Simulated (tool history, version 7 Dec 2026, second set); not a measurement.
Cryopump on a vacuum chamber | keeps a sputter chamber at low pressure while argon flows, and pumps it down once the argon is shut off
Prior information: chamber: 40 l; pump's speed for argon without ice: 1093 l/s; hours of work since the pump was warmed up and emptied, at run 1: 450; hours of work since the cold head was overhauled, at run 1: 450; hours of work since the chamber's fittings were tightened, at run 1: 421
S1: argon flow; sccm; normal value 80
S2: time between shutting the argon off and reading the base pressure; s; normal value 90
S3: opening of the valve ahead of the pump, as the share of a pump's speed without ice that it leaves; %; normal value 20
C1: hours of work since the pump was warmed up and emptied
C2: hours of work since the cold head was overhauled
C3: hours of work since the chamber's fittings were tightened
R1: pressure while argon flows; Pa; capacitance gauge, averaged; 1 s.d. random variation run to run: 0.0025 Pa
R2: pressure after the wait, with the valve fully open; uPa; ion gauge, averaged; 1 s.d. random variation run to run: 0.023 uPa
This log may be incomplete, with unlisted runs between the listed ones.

{"run": 1, "hour": 0.0, "S1": 80, "S2": 90, "S3": 20, "C1": 450, "C2": 450, "C3": 421, "R1": 0.6456, "R2": 1.7}
{"run": 2, "hour": 15.7, "S1": 80, "S2": 90, "S3": 20, "C1": 459, "C2": 459, "C3": 430, "R1": 0.6453, "R2": 1.78}
{"run": 3, "hour": 33.9, "S1": 80, "S2": 90, "S3": 20, "C1": 470, "C2": 470, "C3": 441, "R1": 0.647, "R2": 1.76}
{"run": 4, "hour": 50.3, "S1": 80, "S2": 90, "S3": 20, "C1": 479, "C2": 479, "C3": 450, "R1": 0.6475, "R2": 1.83}
{"run": 5, "hour": 76.9, "S1": 80, "S2": 90, "S3": 19, "C1": 494, "C2": 494, "C3": 465, "R1": 0.6763, "R2": 1.84}
{"run": 6, "hour": 94.3, "S1": 80, "S2": 90, "S3": 19, "C1": 504, "C2": 504, "C3": 475, "R1": 0.6769, "R2": 1.84}
{"run": 7, "hour": 109.8, "S1": 80, "S2": 90, "S3": 19, "C1": 513, "C2": 513, "C3": 484, "R1": 0.6805, "R2": 1.86}
{"run": 8, "hour": 126.2, "S1": 32, "S2": 59, "S3": 20, "C1": 522, "C2": 522, "C3": 493, "R1": 0.2581, "R2": 2.15}
{"run": 9, "hour": 145.1, "S1": 98, "S2": 53, "S3": 54, "C1": 533, "C2": 533, "C3": 504, "R1": 0.3172, "R2": 2.31}
{"run": 10, "hour": 159.7, "S1": 68, "S2": 43, "S3": 16, "C1": 541, "C2": 541, "C3": 512, "R1": 0.6837, "R2": 2.44}
{"hour": 175.2, "done": "pump warmed up, emptied and cooled again"}
{"run": 11, "hour": 179.7, "S1": 68, "S2": 43, "S3": 24, "C1": 3, "C2": 550, "C3": 521, "R1": 0.4396, "R2": 2.18}
{"run": 12, "hour": 199.2, "S1": 68, "S2": 43, "S3": 24, "C1": 14, "C2": 561, "C3": 532, "R1": 0.4401, "R2": 2.18}
{"run": 13, "hour": 214.5, "S1": 68, "S2": 43, "S3": 24, "C1": 22, "C2": 570, "C3": 541, "R1": 0.4374, "R2": 2.2}
{"run": 14, "hour": 238.8, "S1": 68, "S2": 43, "S3": 24, "C1": 36, "C2": 584, "C3": 555, "R1": 0.4398, "R2": 2.33}

Consider 3 possible next runs. They are alternatives, not a sequence: every one starts from the tool as it was left by run 14. What does each give?
{"run": "A", "hour": 254.4, "S1": 93, "S2": 90, "S3": 20, "C1": 45, "C2": 592, "C3": 563, "R1": "?", "R2": "?"}
{"run": "B", "hour": 254.4, "S1": 68, "S2": 60, "S3": 21, "C1": 45, "C2": 592, "C3": 563, "R1": "?", "R2": "?"}
{"run": "C", "hour": 254.4, "S1": 38, "S2": 91, "S3": 23, "C1": 45, "C2": 592, "C3": 563, "R1": "?", "R2": "?"}

run=A R1=0.723 R2=1.85
run=B R1=0.5021 R2=2.07
run=C R1=0.2568 R2=1.79
Stripped of hidden state, with their random variation kept, the same runs would have yielded:
run=A R1=0.7193 R2=0.75
run=B R1=0.4994 R2=0.96
run=C R1=0.2552 R2=0.7
